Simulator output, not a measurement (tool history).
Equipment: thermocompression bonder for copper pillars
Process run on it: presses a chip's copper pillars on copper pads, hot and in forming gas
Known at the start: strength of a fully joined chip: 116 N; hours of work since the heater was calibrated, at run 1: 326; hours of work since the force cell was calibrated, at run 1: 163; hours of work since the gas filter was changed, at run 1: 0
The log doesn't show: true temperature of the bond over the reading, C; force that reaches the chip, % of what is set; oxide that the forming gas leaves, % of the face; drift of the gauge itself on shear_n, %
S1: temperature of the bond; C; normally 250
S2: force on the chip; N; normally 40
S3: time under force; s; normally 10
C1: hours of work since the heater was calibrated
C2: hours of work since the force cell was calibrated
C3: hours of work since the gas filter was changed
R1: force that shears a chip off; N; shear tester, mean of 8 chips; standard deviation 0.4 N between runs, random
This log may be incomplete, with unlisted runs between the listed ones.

run	day	S1	S2	S3	C1	C2	C3	R1
1	0	250	40	10	326	163	0	62.6
2	0.762	250	40	10	335	172	9	62.9
3	1.658	250	40	10	345	183	20	63
4	2.746	250	40	10	358	196	32	62.4
5	3.817	250	31	10	371	208	45	56.3
6	4.804	233	31	10	382	220	57	44.1
7	5.275	233	31	10	388	225	62	43.5
8	5.8	233	31	10	394	232	68	43
9	6.746	250	40	25	405	243	79	81
10	7.212	233	40	10	411	248	85	48.9
11	7.679	250	40	10	416	254	90	61.2
12	8.338	250	40	10	424	261	98	61.8
13	9.383	250	40	8	436	274	110	57
14	10.35	250	40	21	448	285	122	76.7
15	11.262	250	40	6	458	296	133	51.6
# day 11.417: heater calibrated with a thermocouple chip
16	12.204	258	40	18	9	306	143	78.8
17	12.829	250	40	5	17	313	150	47.3
18	13.746	250	49	7	27	324	161	57.9
19	14.7	250	40	13	39	335	172	64.7
20	15.55	250	40	13	49	345	182	65.2
21	16.283	275	27	12	57	354	191	70.8
# day 16.704: heater calibrated with a thermocouple chip, once more
22	17.338	275	27	12	7	365	202	73.2
23	17.829	263	24	13	13	371	208	63
24	18.954	268	51	26	26	384	221	96
25	19.988	268	51	26	39	397	233	96
26	20.696	278	55	8	47	405	242	83.4
27	21.404	232	27	29	55	413	250	57.9
28	22.304	232	27	29	66	424	261	57.7
29	23.25	232	27	29	77	435	272	58
30	24.054	232	27	29	87	444	281	57.2

Pick out some run-to-run changes in R1. Of each, how much would a tool without hidden state show as well, from the settings, what came in and chance, and how much is left for the hidden state and any gauge scatter not in both results compared?
Run 8 -> 9: S1 233 -> 250, S2 31 -> 40, S3 10 -> 25. R1 +38 N: hidden state -0.9, all else +38.9.
Run 9 -> 10: S1 250 -> 233, S3 25 -> 10. R1 -32.1 N: hidden state +0.5, all else -32.6.
Run 15 -> 16: S1 250 -> 258, S3 6 -> 18, heater calibrated with a thermocouple chip. R1 +27.2 N: hidden state -1.8, all else +29.
Run 21 -> 22: heater calibrated with a thermocouple chip, once more. R1 +2.4 N: hidden state +1.8, all else +0.6.
Run 23 -> 24: S1 263 -> 268, S2 24 -> 51, S3 13 -> 26. R1 +33 N: hidden state -2.3, all else +35.3.
